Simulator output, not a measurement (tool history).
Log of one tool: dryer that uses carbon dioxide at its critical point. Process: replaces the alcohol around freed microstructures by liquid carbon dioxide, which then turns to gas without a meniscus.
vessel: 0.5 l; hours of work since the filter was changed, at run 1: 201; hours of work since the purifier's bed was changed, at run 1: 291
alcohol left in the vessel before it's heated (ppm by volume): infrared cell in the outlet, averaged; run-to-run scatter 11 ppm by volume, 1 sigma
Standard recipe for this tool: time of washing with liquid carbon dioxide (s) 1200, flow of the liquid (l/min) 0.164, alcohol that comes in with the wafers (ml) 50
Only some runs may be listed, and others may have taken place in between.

run	hour	time of washing with liquid carbon dioxide (s)	flow of the liquid (l/min)	alcohol that comes in with the wafers (ml)	hours of work since the filter was changed	hours of work since the purifier's bed was changed	alcohol left in the vessel before it's heated (ppm by volume)
1	0.0	1200	0.164	50	201	291	1005
2	29.5	1200	0.164	50	211	301	984
3	62.6	1200	0.164	50	223	312	1067
4	97.9	1200	0.164	70	235	325	1489
5	150.4	1560	0.164	70	253	343	416
6	201.3	1200	0.164	50	271	360	1144
7	226.2	1200	0.164	50	280	369	1159
8	256.0	1200	0.164	50	290	379	1192
9	311.3	1200	0.164	50	309	399	1274
10	343.0	1200	0.164	50	320	410	1246
11	382.6	1200	0.164	50	334	423	1313
# hour 433.4: inlet filter changed
12	440.0	1200	0.164	82	2	443	1077
13	487.4	1200	0.100	50	19	459	4535
14	533.0	1200	0.100	50	35	475	4650
15	556.6	1200	0.100	50	43	483	4604
16	608.1	1200	0.100	50	61	501	4458
17	634.6	1200	0.100	50	70	511	4742
18	666.5	1200	0.164	50	81	522	796
19	694.8	1200	0.164	50	91	531	812
20	743.9	1200	0.164	50	108	548	836
21	775.3	1200	0.164	50	119	559	860
22	800.2	1200	0.144	50	127	568	1484
23	848.2	1200	0.144	50	144	585	1526
24	904.6	840	0.144	50	164	604	5497
25	948.3	1200	0.233	73	179	619	249
26	1003.8	1080	0.206	73	198	639	862
27	1060.0	1860	0.164	50	217	658	122
28	1091.8	840	0.163	28	228	669	2345
29	1134.6	900	0.163	28	243	684	1974
30	1170.5	900	0.163	28	256	697	2050
31	1193.8	1200	0.146	50	264	705	1864
32	1229.6	1200	0.146	50	276	717	1841
33	1275.9	1200	0.146	50	292	733	1953
34	1322.7	1200	0.135	38	309	749	1979
35	1361.7	1080	0.234	50	322	763	441
36	1408.9	1080	0.234	50	339	779	462
37	1437.5	1080	0.234	50	348	789	482
# hour 1446.9: inlet filter changed
38	1479.7	900	0.243	50	11	803	452
39	1521.4	1200	0.241	36	26	818	102
40	1579.2	1200	0.241	36	46	838	121
41	1623.0	1200	0.241	36	61	853	118
42	1661.7	1200	0.241	36	75	867	115
43	1704.9	1680	0.240	50	90	882	60
44	1728.4	960	0.164	26	98	890	1143
45	1755.3	1620	0.196	26	107	899	82
46	1808.2	900	0.109	74	125	917	12814
47	1844.7	960	0.257	26	138	930	207
48	1897.9	1200	0.175	50	157	949	720

Branching from run 48: 3 alternative next runs. What would each branch give?
A	1922.3	1800	0.164	50	165	957	?
B	1922.3	1260	0.157	23	165	957	?
C	1922.3	840	0.235	50	165	957	?

run	alcohol left in the vessel before it's heated (ppm by volume)
A	145
B	460
C	1002
Had the tool no hidden state, the same runs would have come out as:
run	alcohol left in the vessel before it's heated (ppm by volume)
A	53
B	284
C	666

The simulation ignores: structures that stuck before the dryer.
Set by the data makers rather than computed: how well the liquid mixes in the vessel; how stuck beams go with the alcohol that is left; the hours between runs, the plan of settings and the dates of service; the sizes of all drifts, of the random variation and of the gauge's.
